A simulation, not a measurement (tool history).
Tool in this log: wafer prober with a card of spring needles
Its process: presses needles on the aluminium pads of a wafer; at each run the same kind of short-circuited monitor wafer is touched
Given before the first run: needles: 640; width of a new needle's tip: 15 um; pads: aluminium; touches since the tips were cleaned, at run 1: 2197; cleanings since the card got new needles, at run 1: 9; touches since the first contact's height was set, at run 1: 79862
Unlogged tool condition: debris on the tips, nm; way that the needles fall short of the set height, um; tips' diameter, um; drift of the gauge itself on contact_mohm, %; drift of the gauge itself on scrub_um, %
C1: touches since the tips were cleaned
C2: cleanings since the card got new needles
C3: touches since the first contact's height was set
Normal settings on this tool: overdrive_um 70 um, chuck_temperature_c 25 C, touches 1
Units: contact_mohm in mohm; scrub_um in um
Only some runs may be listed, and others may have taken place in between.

Run 1, hour 0.0: usual settings; C1 2197; C2 9; C3 79862. Result: contact_mohm 191 mohm, scrub_um 16.42 um.
At hour 15.5: tips cleaned on abrasive film.
Run 2, hour 15.5: usual settings; C1 0; C2 10; C3 85567. Result: contact_mohm 204 mohm, scrub_um 16.39 um.
Run 3, hour 31.8: usual settings; C1 6037; C2 10; C3 91604. Result: contact_mohm 202 mohm, scrub_um 16.38 um.
At hour 35.2: tips cleaned on abrasive film.
Run 4, hour 51.4: usual settings; C1 5999; C2 11; C3 98812. Result: contact_mohm 198 mohm, scrub_um 16.37 um.
At hour 56.9: tips cleaned on abrasive film.
Run 5, hour 73.5: usual settings; C1 6147; C2 12; C3 106951. Result: contact_mohm 201 mohm, scrub_um 16.33 um.
At hour 76.8: tips cleaned on abrasive film.
At hour 80.1: height of the first contact set anew.
At hour 97.9: tips cleaned on abrasive film.
Run 6, hour 107.1: usual settings; C1 3410; C2 14; C3 9956. Result: contact_mohm 194 mohm, scrub_um 16.63 um.
At hour 114.3: tips cleaned on abrasive film, once more.
Run 7, hour 133.6: usual settings; C1 7142; C2 15; C3 19733. Result: contact_mohm 198 mohm, scrub_um 16.58 um.
At hour 135.7: tips cleaned on abrasive film.
Run 8, hour 150.2: usual settings but touches 3; C1 5375; C2 16; C3 25844. Result: contact_mohm 191 mohm, scrub_um 16.57 um.
At hour 157.6: tips cleaned on abrasive film.
At hour 178.1: tips cleaned on abrasive film.
Run 9, hour 186.6: usual settings; C1 3174; C2 18; C3 39262. Result: contact_mohm 197 mohm, scrub_um 16.53 um.
At hour 198.9: tips cleaned on abrasive film.
Run 10, hour 209.2: usual settings; C1 3810; C2 19; C3 47592. Result: contact_mohm 194 mohm, scrub_um 16.53 um.
At hour 221.1: tips cleaned on abrasive film.
Run 11, hour 238.3: usual settings; C1 6378; C2 20; C3 58324. Result: contact_mohm 199 mohm, scrub_um 16.48 um.
At hour 241.8: tips cleaned on abrasive film.
Run 12, hour 256.8: usual settings; C1 5554; C2 21; C3 65136. Result: contact_mohm 199 mohm, scrub_um 16.49 um.
At hour 263.5: tips cleaned on abrasive film.
At hour 285.2: tips cleaned on abrasive film.
Run 13, hour 285.2: usual settings; C1 0; C2 23; C3 75561. Result: contact_mohm 185 mohm, scrub_um 16.43 um.
At hour 307.0: tips cleaned on abrasive film.
Run 14, hour 315.6: usual settings; C1 3194; C2 24; C3 86791. Result: contact_mohm 195 mohm, scrub_um 16.38 um.
At hour 328.7: tips cleaned on abrasive film.
Run 15, hour 342.2: usual settings but chuck_temperature_c 55 C; C1 4985; C2 25; C3 96593. Result: contact_mohm 203 mohm, scrub_um 16.39 um.
At hour 349.5: tips cleaned on abrasive film.
Run 16, hour 360.8: usual settings but touches 2; C1 4168; C2 26; C3 103430. Result: contact_mohm 193 mohm, scrub_um 16.39 um.
At hour 370.9: tips cleaned on abrasive film.
At hour 377.7: height of the first contact set anew.
At hour 392.1: tips cleaned on abrasive film.
Run 17, hour 395.2: usual settings but touches 2; C1 1122; C2 28; C3 6443. Result: contact_mohm 188 mohm, scrub_um 16.59 um.
At hour 413.1: tips cleaned on abrasive film.
Run 18, hour 421.0: usual settings but chuck_temperature_c 43 C, touches 2; C1 2920; C2 29; C3 15981. Result: contact_mohm 190 mohm, scrub_um 16.61 um.
At hour 435.3: tips cleaned on abrasive film.
Run 19, hour 443.8: usual settings but overdrive_um 73 um, chuck_temperature_c 43 C, touches 2; C1 3142; C2 30; C3 24375. Result: contact_mohm 192 mohm, scrub_um 17.27 um.
At hour 457.9: tips cleaned on abrasive film.
Run 20, hour 465.0: usual settings but overdrive_um 54 um; C1 2634; C2 31; C3 32193. Result: contact_mohm 199 mohm, scrub_um 12.75 um.
At hour 478.2: tips cleaned on abrasive film.
Run 21, hour 496.0: usual settings but overdrive_um 54 um, chuck_temperature_c 52 C; C1 6592; C2 32; C3 43645. Result: contact_mohm 213 mohm, scrub_um 12.73 um.
At hour 498.5: tips cleaned on abrasive film.
At hour 520.9: tips cleaned on abrasive film.
Run 22, hour 531.7: usual settings but overdrive_um 58 um, chuck_temperature_c 33 C; C1 4008; C2 34; C3 56787. Result: contact_mohm 204 mohm, scrub_um 13.66 um.
At hour 540.8: tips cleaned on abrasive film.
At hour 560.7: tips cleaned on abrasive film.
Run 23, hour 566.2: usual settings but overdrive_um 86 um, chuck_temperature_c 47 C, touches 3; C1 2055; C2 36; C3 69491. Result: contact_mohm 191 mohm, scrub_um 20.22 um.
At hour 582.2: tips cleaned on abrasive film.
Run 24, hour 600.7: usual settings but overdrive_um 71 um, chuck_temperature_c 32 C; C1 6844; C2 37; C3 82209. Result: contact_mohm 198 mohm, scrub_um 16.64 um.
At hour 603.5: tips cleaned on abrasive film.
Run 25, hour 619.9: usual settings but overdrive_um 54 um, chuck_temperature_c 57 C, touches 2; C1 6067; C2 38; C3 89285. Result: contact_mohm 208 mohm, scrub_um 12.59 um.
At hour 625.1: tips cleaned on abrasive film.
At hour 645.6: tips cleaned on abrasive film.
Run 26, hour 653.7: usual settings but chuck_temperature_c 89 C; C1 2991; C2 40; C3 101719. Result: contact_mohm 205 mohm, scrub_um 16.35 um.
At hour 667.8: tips cleaned on abrasive film.
At hour 673.6: height of the first contact set anew.
Run 27, hour 686.9: usual settings but overdrive_um 60 um, chuck_temperature_c 97 C, touches 2; C1 6969; C2 41; C3 4929. Result: contact_mohm 211 mohm, scrub_um 14.27 um.
At hour 690.4: tips cleaned on abrasive film.
At hour 710.4: tips cleaned on abrasive film.
Run 28, hour 714.3: usual settings but overdrive_um 60 um, chuck_temperature_c 85 C, touches 3; C1 1421; C2 43; C3 14999. Result: contact_mohm 202 mohm, scrub_um 14.22 um.
At hour 730.3: tips cleaned on abrasive film.
Run 29, hour 730.3: usual settings but chuck_temperature_c 51 C, touches 2; C1 0; C2 44; C3 20873. Result: contact_mohm 193 mohm, scrub_um 16.56 um.
At hour 750.0: tips cleaned on abrasive film.
Run 30, hour 753.6: usual settings but chuck_temperature_c 51 C, touches 2; C1 1314; C2 45; C3 29470. Result: contact_mohm 195 mohm, scrub_um 16.51 um.
At hour 770.1: tips cleaned on abrasive film.
Run 31, hour 787.9: usual settings but overdrive_um 76 um, chuck_temperature_c 51 C, touches 2; C1 6598; C2 46; C3 42149. Result: contact_mohm 198 mohm, scrub_um 17.94 um.

Pick out some run-to-run changes in contact_mohm. Of each, how much would a tool without hidden state show as well, from the settings, what came in and chance, and how much is left for the hidden state and any gauge scatter not in both results compared?
Run 1 -> 2: tips cleaned on abrasive film. contact_mohm +13 mohm: hidden state +13, all else +0.
Run 12 -> 13: tips cleaned on abrasive film, tips cleaned on abrasive film. contact_mohm -14 mohm: hidden state -11, all else -3.
Run 20 -> 21: chuck_temperature_c 25 -> 52, tips cleaned on abrasive film. contact_mohm +14 mohm: hidden state +6, all else +8.
Run 22 -> 23: overdrive_um 58 -> 86, chuck_temperature_c 33 -> 47, touches 1 -> 3, tips cleaned on abrasive film, tips cleaned on abrasive film. contact_mohm -13 mohm: hidden state -12, all else -1.
Run 23 -> 24: overdrive_um 86 -> 71, chuck_temperature_c 47 -> 32, touches 3 -> 1, tips cleaned on abrasive film. contact_mohm +7 mohm: hidden state +12, all else -5.
